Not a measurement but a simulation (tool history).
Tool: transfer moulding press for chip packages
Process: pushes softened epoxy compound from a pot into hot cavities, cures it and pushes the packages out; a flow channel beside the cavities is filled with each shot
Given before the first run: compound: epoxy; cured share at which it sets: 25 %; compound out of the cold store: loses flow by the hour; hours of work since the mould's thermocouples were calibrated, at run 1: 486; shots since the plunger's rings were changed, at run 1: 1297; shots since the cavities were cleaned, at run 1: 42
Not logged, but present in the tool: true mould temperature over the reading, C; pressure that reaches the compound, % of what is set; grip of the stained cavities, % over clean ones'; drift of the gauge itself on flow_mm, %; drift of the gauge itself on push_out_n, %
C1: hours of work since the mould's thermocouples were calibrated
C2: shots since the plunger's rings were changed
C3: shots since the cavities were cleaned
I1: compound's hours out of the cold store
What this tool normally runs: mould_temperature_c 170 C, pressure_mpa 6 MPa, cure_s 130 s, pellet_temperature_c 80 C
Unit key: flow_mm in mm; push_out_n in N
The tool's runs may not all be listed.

run 1 hour=0 | mould_temperature_c=170 pressure_mpa=6 cure_s=130 pellet_temperature_c=80 | C1=486 C2=1297 C3=42 | I1=44.3 | flow_mm=700 push_out_n=306
-- hour=28.6 mould's thermocouples calibrated
run 2 hour=35.5 | mould_temperature_c=170 pressure_mpa=6.4 cure_s=130 pellet_temperature_c=80 | C1=5 C2=1645 C3=390 | I1=15.1 | flow_mm=907 push_out_n=372
run 3 hour=76.5 | mould_temperature_c=170 pressure_mpa=6.4 cure_s=130 pellet_temperature_c=80 | C1=37 C2=2072 C3=817 | I1=27.6 | flow_mm=816 push_out_n=421
-- hour=99.2 cavities cleaned with cleaning compound and waxed
run 4 hour=126.1 | mould_temperature_c=170 pressure_mpa=6.4 cure_s=130 pellet_temperature_c=80 | C1=74 C2=2572 C3=280 | I1=46.1 | flow_mm=696 push_out_n=484
run 5 hour=149.8 | mould_temperature_c=170 pressure_mpa=6 cure_s=144 pellet_temperature_c=80 | C1=92 C2=2819 C3=527 | I1=36.4 | flow_mm=739 push_out_n=443
-- hour=172.5 plunger's sealing rings changed
run 6 hour=174.4 | mould_temperature_c=170 pressure_mpa=6 cure_s=144 pellet_temperature_c=80 | C1=109 C2=20 C3=757 | I1=8.9 | flow_mm=940 push_out_n=469
-- hour=200.3 cavities cleaned with cleaning compound and waxed
run 7 hour=219.4 | mould_temperature_c=170 pressure_mpa=6 cure_s=144 pellet_temperature_c=80 | C1=143 C2=472 C3=199 | I1=17.5 | flow_mm=874 push_out_n=341
run 8 hour=250.7 | mould_temperature_c=170 pressure_mpa=6 cure_s=130 pellet_temperature_c=78 | C1=167 C2=798 C3=525 | I1=27.3 | flow_mm=802 push_out_n=411
run 9 hour=289.2 | mould_temperature_c=170 pressure_mpa=6 cure_s=130 pellet_temperature_c=78 | C1=196 C2=1199 C3=926 | I1=46.3 | flow_mm=689 push_out_n=432
-- hour=299.9 cavities cleaned with cleaning compound and waxed
run 10 hour=314.1 | mould_temperature_c=170 pressure_mpa=6 cure_s=130 pellet_temperature_c=78 | C1=214 C2=1442 C3=148 | I1=9 | flow_mm=931 push_out_n=352
-- hour=326 cavities cleaned with cleaning compound and waxed, once more
run 11 hour=338.2 | mould_temperature_c=170 pressure_mpa=6 cure_s=130 pellet_temperature_c=80 | C1=232 C2=1677 C3=126 | I1=17.6 | flow_mm=864 push_out_n=347
run 12 hour=383.2 | mould_temperature_c=170 pressure_mpa=6 cure_s=130 pellet_temperature_c=80 | C1=267 C2=2145 C3=594 | I1=13.7 | flow_mm=885 push_out_n=416
-- hour=424.6 cavities cleaned with cleaning compound and waxed
run 13 hour=430.4 | mould_temperature_c=170 pressure_mpa=6 cure_s=130 pellet_temperature_c=77 | C1=302 C2=2621 C3=60 | I1=14.3 | flow_mm=875 push_out_n=321
-- hour=471.5 plunger's sealing rings changed
run 14 hour=473.5 | mould_temperature_c=170 pressure_mpa=6 cure_s=130 pellet_temperature_c=77 | C1=333 C2=20 C3=482 | I1=31.9 | flow_mm=783 push_out_n=396
run 15 hour=514.4 | mould_temperature_c=175 pressure_mpa=6 cure_s=136 pellet_temperature_c=87 | C1=364 C2=446 C3=908 | I1=16.3 | flow_mm=861 push_out_n=404
-- hour=525.9 cavities cleaned with cleaning compound and waxed
run 16 hour=542.3 | mould_temperature_c=174 pressure_mpa=6 cure_s=166 pellet_temperature_c=80 | C1=385 C2=721 C3=171 | I1=36.7 | flow_mm=727 push_out_n=316
run 17 hour=582 | mould_temperature_c=174 pressure_mpa=6 cure_s=166 pellet_temperature_c=80 | C1=415 C2=1134 C3=584 | I1=40.9 | flow_mm=709 push_out_n=386
run 18 hour=613.9 | mould_temperature_c=174 pressure_mpa=7.26 cure_s=126 pellet_temperature_c=72 | C1=440 C2=1466 C3=916 | I1=39.8 | flow_mm=778 push_out_n=409
-- hour=625.7 cavities cleaned with cleaning compound and waxed
run 19 hour=656.2 | mould_temperature_c=174 pressure_mpa=7.26 cure_s=126 pellet_temperature_c=72 | C1=471 C2=1890 C3=317 | I1=43 | flow_mm=748 push_out_n=353
run 20 hour=676.1 | mould_temperature_c=174 pressure_mpa=7.26 cure_s=126 pellet_temperature_c=72 | C1=487 C2=2097 C3=524 | I1=15.2 | flow_mm=942 push_out_n=397
-- hour=704 mould's thermocouples calibrated
-- hour=726.1 cavities cleaned with cleaning compound and waxed
run 21 hour=726.1 | mould_temperature_c=174 pressure_mpa=7.26 cure_s=126 pellet_temperature_c=72 | C1=16 C2=2581 C3=0 | I1=12.6 | flow_mm=955 push_out_n=294
run 22 hour=753.4 | mould_temperature_c=174 pressure_mpa=7.26 cure_s=126 pellet_temperature_c=72 | C1=37 C2=2865 C3=284 | I1=47 | flow_mm=727 push_out_n=344
-- hour=772 plunger's sealing rings changed
run 23 hour=803.4 | mould_temperature_c=170 pressure_mpa=4.97 cure_s=130 pellet_temperature_c=80 | C1=73 C2=327 C3=779 | I1=23.1 | flow_mm=762 push_out_n=431
-- hour=828 cavities cleaned with cleaning compound and waxed
run 24 hour=832.1 | mould_temperature_c=167 pressure_mpa=5.88 cure_s=130 pellet_temperature_c=76 | C1=94 C2=609 C3=43 | I1=14.8 | flow_mm=896 push_out_n=332
run 25 hour=872.4 | mould_temperature_c=167 pressure_mpa=5.88 cure_s=130 pellet_temperature_c=76 | C1=125 C2=1028 C3=462 | I1=12.8 | flow_mm=906 push_out_n=419
run 26 hour=894.4 | mould_temperature_c=167 pressure_mpa=5.88 cure_s=130 pellet_temperature_c=76 | C1=142 C2=1258 C3=692 | I1=22.3 | flow_mm=832 push_out_n=446
run 27 hour=919.1 | mould_temperature_c=170 pressure_mpa=6.6 cure_s=147 pellet_temperature_c=72 | C1=161 C2=1514 C3=948 | I1=26.5 | flow_mm=844 push_out_n=431

Predict each of these 4 candidate next runs independently; none follows another, all start after run 27:
-- hour=927.1 cavities cleaned with cleaning compound and waxed
run A hour=957.8 | mould_temperature_c=164 pressure_mpa=6.6 cure_s=147 pellet_temperature_c=72 | C1=190 C2=1902 C3=319 | I1=16.2 | flow_mm=? push_out_n=?
-- hour=927.1 cavities cleaned with cleaning compound and waxed
run B hour=957.8 | mould_temperature_c=170 pressure_mpa=6.1 cure_s=113 pellet_temperature_c=72 | C1=190 C2=1902 C3=319 | I1=24.4 | flow_mm=? push_out_n=?
-- hour=927.1 cavities cleaned with cleaning compound and waxed
run C hour=957.8 | mould_temperature_c=164 pressure_mpa=6 cure_s=130 pellet_temperature_c=73 | C1=190 C2=1902 C3=319 | I1=34.4 | flow_mm=? push_out_n=?
-- hour=927.1 cavities cleaned with cleaning compound and waxed
run D hour=957.8 | mould_temperature_c=174 pressure_mpa=6.6 cure_s=131 pellet_temperature_c=70 | C1=190 C2=1902 C3=319 | I1=18.4 | flow_mm=? push_out_n=?

run=A flow_mm=944 push_out_n=423
run=B flow_mm=819 push_out_n=399
run=C flow_mm=775 push_out_n=461
run=D flow_mm=869 push_out_n=366
Without the tool's hidden state the same runs would have given:
run=A flow_mm=964 push_out_n=348
run=B flow_mm=836 push_out_n=328
run=C flow_mm=791 push_out_n=379
run=D flow_mm=886 push_out_n=299
